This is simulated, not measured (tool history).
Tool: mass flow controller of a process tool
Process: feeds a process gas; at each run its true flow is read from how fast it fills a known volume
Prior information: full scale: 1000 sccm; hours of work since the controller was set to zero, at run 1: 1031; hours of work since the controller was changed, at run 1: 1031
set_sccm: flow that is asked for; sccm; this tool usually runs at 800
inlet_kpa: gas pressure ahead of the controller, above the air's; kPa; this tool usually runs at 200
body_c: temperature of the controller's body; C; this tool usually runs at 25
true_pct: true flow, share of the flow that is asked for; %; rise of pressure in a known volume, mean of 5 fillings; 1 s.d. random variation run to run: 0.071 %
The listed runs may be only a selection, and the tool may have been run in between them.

run	hour	set_sccm	inlet_kpa	body_c	hours of work since the controller was set to zero	hours of work since the controller was changed	true_pct
1	0.0	800	200	25	1031	1031	99.22
2	39.2	800	200	25	1060	1060	99.19
3	131.5	800	200	25	1130	1130	99.22
4	178.3	800	200	25	1166	1166	99.07
5	245.5	800	200	25	1217	1217	99.21
6	309.5	800	200	25	1266	1266	99.17
7	377.2	800	200	25	1317	1317	99.17
8	432.6	800	200	25	1359	1359	99.25
9	516.3	800	200	25	1423	1423	99.01
10	584.5	800	200	25	1475	1475	99.01
11	679.7	800	175	25	1547	1547	99.22
12	768.4	800	175	25	1614	1614	99.24
13	853.5	800	175	25	1679	1679	99.19
14	934.8	800	175	25	1741	1741	99.20
15	993.0	800	200	29	1785	1785	99.14
16	1033.3	800	200	31	1815	1815	99.13
17	1112.6	800	200	31	1876	1876	99.21
18	1169.6	800	200	29	1919	1919	99.13
19	1224.7	800	200	25	1961	1961	98.81
20	1273.5	800	200	34	1998	1998	99.31
21	1312.9	800	200	34	2028	2028	99.27
22	1377.8	800	200	34	2077	2077	99.27
23	1425.9	800	200	25	2114	2114	98.99
24	1480.9	800	200	25	2155	2155	98.88
25	1557.7	800	200	25	2214	2214	98.79
26	1610.5	800	200	25	2254	2254	98.89
27	1653.3	800	194	24	2286	2286	98.74
28	1748.3	137	200	30	2358	2358	95.73
29	1824.6	137	200	30	2416	2416	95.46
30	1865.5	258	200	28	2447	2447	96.74
31	1949.3	258	200	28	2511	2511	96.91
32	1994.1	106	220	26	2545	2545	94.49
33	2080.3	530	191	22	2610	2610	97.83
34	2119.0	530	191	22	2640	2640	97.70
35	2160.9	800	232	25	2672	2672	98.49
36	2228.7	800	199	25	2723	2723	98.72
37	2278.0	800	199	25	2761	2761	98.78
38	2350.0	800	182	25	2815	2815	98.67
39	2418.0	556	182	21	2867	2867	97.67
40	2499.2	102	197	26	2929	2929	94.06
41	2570.2	562	174	31	2982	2982	98.17
42	2643.2	233	230	29	3038	3038	96.10
43	2702.7	233	230	29	3083	3083	96.14
44	2758.9	596	200	23	3126	3126	97.75
45	2842.6	596	157	24	3189	3189	98.15
46	2923.9	596	157	24	3251	3251	98.13
47	2964.3	800	178	39	3282	3282	99.05
48	3050.9	800	178	39	3348	3348	99.24

A few steps of true_pct between consecutive runs. Split each: what settings, incoming material and random variation would produce without the hidden state, and what is left over for the hidden state, along with gauge scatter present in only one of the two compared results (measured, and without hidden state):
Hidden state at play: flow at rest that the sensor doesn't see, % of full scale; true flow over the shown one, %; drift of the gauge itself on true_pct, %.
Run 32 -> 33: set_sccm 106 -> 530, inlet_kpa 220 -> 191, body_c 26 -> 22. true_pct +3.34 %: hidden state +2.34, all else +1.00.
Run 39 -> 40: set_sccm 556 -> 102, inlet_kpa 182 -> 197, body_c 21 -> 26. true_pct -3.61 %: hidden state -2.84, all else -0.77.
Run 40 -> 41: set_sccm 102 -> 562, inlet_kpa 197 -> 174, body_c 26 -> 31. true_pct +4.11 %: hidden state +2.80, all else +1.31.

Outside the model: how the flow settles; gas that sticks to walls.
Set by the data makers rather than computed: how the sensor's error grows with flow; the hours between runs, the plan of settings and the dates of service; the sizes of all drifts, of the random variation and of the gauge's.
